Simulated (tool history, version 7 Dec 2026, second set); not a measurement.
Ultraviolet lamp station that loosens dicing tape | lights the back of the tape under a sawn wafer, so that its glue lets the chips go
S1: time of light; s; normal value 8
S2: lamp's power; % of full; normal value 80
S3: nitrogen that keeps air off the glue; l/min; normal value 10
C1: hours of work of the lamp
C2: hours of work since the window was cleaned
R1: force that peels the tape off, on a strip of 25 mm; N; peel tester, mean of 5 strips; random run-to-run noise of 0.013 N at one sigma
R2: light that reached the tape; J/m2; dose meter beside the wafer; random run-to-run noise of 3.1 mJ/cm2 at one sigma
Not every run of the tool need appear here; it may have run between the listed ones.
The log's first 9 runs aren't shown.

run,hour,S1,S2,S3,C1,C2,R1,R2
10,189.8,8,80,19,550,134,0.59,4060
11,210.4,8,80,10,563,147,0.785,4000
12,232.7,8,80,10,577,161,0.806,3960
13,252.5,8,80,11,590,174,0.766,3960
14,277.1,8,80,11,606,189,0.776,3910
15,291.8,8,80,11,615,199,0.816,3890
# hour 308.4: window cleaned of glue's vapour
16,311.5,13,80,11,627,2,0.31,6770
17,334.5,8,79,10,642,17,0.752,4120
18,357.7,8,79,10,657,31,0.783,4070
19,387.5,10,64,4,676,50,1.279,4050
20,414.5,10,64,4,693,68,1.318,3950
21,431.7,10,64,4,704,79,1.348,4010
22,454.1,11,66,3,718,93,1.307,4450
23,480.1,13,96,5,735,110,0.384,7640
24,493.4,13,98,5,743,118,0.362,7710
25,521.4,4,69,13,761,136,2.641,1630
26,542.1,4,69,13,774,149,2.524,1630
27,554.8,4,69,13,782,157,2.672,1630
28,571.8,14,95,13,793,168,0.248,7870

Run 29, settings as shown, results not yet in. Your forecast:
29,584.8,14,95,13,802,176,?,?

Run 29 came out at R1 0.268 N, R2 7880 J/m2.
With no hidden state in the tool, this same run would have given R1 0.243 N, R2 9940 J/m2.
